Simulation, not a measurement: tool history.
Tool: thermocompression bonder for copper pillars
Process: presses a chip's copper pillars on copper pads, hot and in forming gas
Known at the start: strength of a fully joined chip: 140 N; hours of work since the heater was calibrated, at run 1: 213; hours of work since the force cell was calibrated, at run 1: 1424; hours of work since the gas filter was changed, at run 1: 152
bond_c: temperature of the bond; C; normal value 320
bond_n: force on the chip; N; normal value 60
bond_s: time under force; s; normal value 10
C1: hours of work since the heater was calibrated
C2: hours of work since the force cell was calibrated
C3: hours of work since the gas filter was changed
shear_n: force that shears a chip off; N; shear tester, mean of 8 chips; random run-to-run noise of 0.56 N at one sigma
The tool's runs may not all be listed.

{"run": 1, "hour": 0.0, "bond_c": 320, "bond_n": 60, "bond_s": 10, "C1": 213, "C2": 1424, "C3": 152, "shear_n": 89.2}
{"run": 2, "hour": 50.2, "bond_c": 320, "bond_n": 60, "bond_s": 10, "C1": 250, "C2": 1460, "C3": 188, "shear_n": 89.4}
{"run": 3, "hour": 100.5, "bond_c": 320, "bond_n": 60, "bond_s": 10, "C1": 287, "C2": 1497, "C3": 225, "shear_n": 88.7}
{"hour": 132.2, "done": "forming gas filter changed"}
{"run": 4, "hour": 152.5, "bond_c": 320, "bond_n": 60, "bond_s": 10, "C1": 324, "C2": 1534, "C3": 15, "shear_n": 91}
{"run": 5, "hour": 184.3, "bond_c": 320, "bond_n": 60, "bond_s": 10, "C1": 348, "C2": 1558, "C3": 38, "shear_n": 90.9}
{"run": 6, "hour": 216.9, "bond_c": 320, "bond_n": 60, "bond_s": 10, "C1": 371, "C2": 1581, "C3": 62, "shear_n": 90.8}
{"run": 7, "hour": 260.9, "bond_c": 320, "bond_n": 51, "bond_s": 10, "C1": 403, "C2": 1614, "C3": 94, "shear_n": 85.6}
{"run": 8, "hour": 329.0, "bond_c": 320, "bond_n": 51, "bond_s": 10, "C1": 453, "C2": 1663, "C3": 144, "shear_n": 83}
{"run": 9, "hour": 361.3, "bond_c": 320, "bond_n": 51, "bond_s": 10, "C1": 477, "C2": 1687, "C3": 167, "shear_n": 83.3}
{"run": 10, "hour": 398.9, "bond_c": 320, "bond_n": 51, "bond_s": 10, "C1": 504, "C2": 1714, "C3": 195, "shear_n": 83.1}
{"run": 11, "hour": 449.1, "bond_c": 305, "bond_n": 60, "bond_s": 7, "C1": 541, "C2": 1751, "C3": 231, "shear_n": 71.5}
{"hour": 472.3, "done": "forming gas filter changed"}
{"run": 12, "hour": 478.3, "bond_c": 320, "bond_n": 39, "bond_s": 15, "C1": 562, "C2": 1772, "C3": 4, "shear_n": 83}
{"run": 13, "hour": 521.1, "bond_c": 296, "bond_n": 60, "bond_s": 10, "C1": 593, "C2": 1803, "C3": 36, "shear_n": 75.3}
{"run": 14, "hour": 567.1, "bond_c": 308, "bond_n": 46, "bond_s": 7, "C1": 626, "C2": 1837, "C3": 69, "shear_n": 63.6}
{"run": 15, "hour": 627.3, "bond_c": 298, "bond_n": 47, "bond_s": 7, "C1": 670, "C2": 1881, "C3": 113, "shear_n": 57.9}
{"run": 16, "hour": 676.4, "bond_c": 320, "bond_n": 60, "bond_s": 12, "C1": 706, "C2": 1916, "C3": 149, "shear_n": 95.6}
{"run": 17, "hour": 738.0, "bond_c": 323, "bond_n": 60, "bond_s": 22, "C1": 751, "C2": 1961, "C3": 194, "shear_n": 110.7}
{"hour": 787.5, "done": "force cell calibrated"}
{"run": 18, "hour": 803.7, "bond_c": 329, "bond_n": 60, "bond_s": 6, "C1": 798, "C2": 12, "C3": 241, "shear_n": 87.7}

Measured result minus the same run's result without the hidden state. Both carry the same run-to-run variation, though not necessarily the same gauge scatter:
Hidden conditions of the tool in this case: true temperature of the bond over the reading, C; force that reaches the chip, % of what is set; oxide that the forming gas leaves, % of the face; drift of the gauge itself on shear_n, %.
run=1 shear_n=-3.4
run=2 shear_n=-3.8
run=3 shear_n=-4.2
run=4 shear_n=-1.5
run=5 shear_n=-1.7
run=6 shear_n=-2
run=7 shear_n=-2.2
run=8 shear_n=-2.6
run=9 shear_n=-2.9
run=10 shear_n=-3.1
run=11 shear_n=-2.8
run=12 shear_n=-0.3
run=13 shear_n=-0.2
run=14 shear_n=-0.5
run=15 shear_n=-0.6
run=16 shear_n=-2
run=17 shear_n=-3.1
run=18 shear_n=+0.9
